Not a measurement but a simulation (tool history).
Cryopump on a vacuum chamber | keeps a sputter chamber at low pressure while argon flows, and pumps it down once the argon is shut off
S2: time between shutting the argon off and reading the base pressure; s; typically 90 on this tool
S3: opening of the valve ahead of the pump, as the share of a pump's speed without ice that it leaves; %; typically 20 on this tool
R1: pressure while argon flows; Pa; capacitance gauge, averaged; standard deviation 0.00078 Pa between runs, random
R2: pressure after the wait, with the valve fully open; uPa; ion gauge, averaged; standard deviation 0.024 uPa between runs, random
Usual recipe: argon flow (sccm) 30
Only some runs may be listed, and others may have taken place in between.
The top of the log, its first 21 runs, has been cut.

Run 22, day 11.075: usual settings but argon flow (sccm) 55, S2 83 s, S3 27 %. Result: R1 0.265 Pa, R2 1.28 uPa.
Run 23, day 11.479: usual settings but argon flow (sccm) 19, S2 229 s, S3 36 %. Result: R1 0.0692 Pa, R2 0.78 uPa.
Run 24, day 11.933: usual settings but argon flow (sccm) 37, S2 229 s, S3 36 %. Result: R1 0.1364 Pa, R2 0.82 uPa.
Run 25, day 12.533: usual settings but argon flow (sccm) 47, S2 160 s. Result: R1 0.301 Pa, R2 0.89 uPa.
Run 26, day 13.196: usual settings but argon flow (sccm) 59, S2 160 s. Result: R1 0.3791 Pa, R2 0.97 uPa.
Run 27, day 13.788: usual settings but argon flow (sccm) 44, S2 61 s. Result: R1 0.2818 Pa, R2 1.62 uPa.
Run 28, day 14.55: usual settings but argon flow (sccm) 44, S2 61 s. Result: R1 0.283 Pa, R2 1.66 uPa.
Run 29, day 15.15: usual settings but argon flow (sccm) 41. Result: R1 0.2636 Pa, R2 1.18 uPa.
At day 15.425: pump warmed up, emptied and cooled again.
Run 30, day 15.858: usual settings but argon flow (sccm) 59, S3 28 %. Result: R1 0.2625 Pa, R2 1.21 uPa.
Run 31, day 16.283: usual settings but argon flow (sccm) 59, S3 28 %. Result: R1 0.2626 Pa, R2 1.14 uPa.
Run 32, day 16.975: usual settings but argon flow (sccm) 59, S3 37 %. Result: R1 0.1992 Pa, R2 1.17 uPa.
Run 33, day 17.471: usual settings but argon flow (sccm) 59, S3 37 %. Result: R1 0.1989 Pa, R2 1.19 uPa.
Run 34, day 18.096: usual settings but argon flow (sccm) 59, S3 37 %. Result: R1 0.199 Pa, R2 1.26 uPa.
Run 35, day 18.858: usual settings but argon flow (sccm) 23, S2 107 s, S3 41 %. Result: R1 0.07 Pa, R2 1.1 uPa.

3 options for the next run, each taken on its own from the tool as it stands now. Forecast them:
Run A, day 19.271: usual settings but argon flow (sccm) 45, S2 47 s. Result: R1 ?, R2 ?.
Run B, day 19.271: usual settings but argon flow (sccm) 18, S2 293 s, S3 49 %. Result: R1 ?, R2 ?.
Run C, day 19.271: usual settings but argon flow (sccm) 29, S2 26 s, S3 17 %. Result: R1 ?, R2 ?.

run      R1    R2
  A  0.2787  1.84
  B  0.0461  0.66
  C  0.2115  2.93
With the hidden condition removed and each run's random variation left untouched, the same runs would have given:
run      R1    R2
  A  0.2771  1.58
  B  0.0455   0.4
  C  0.2104  2.67
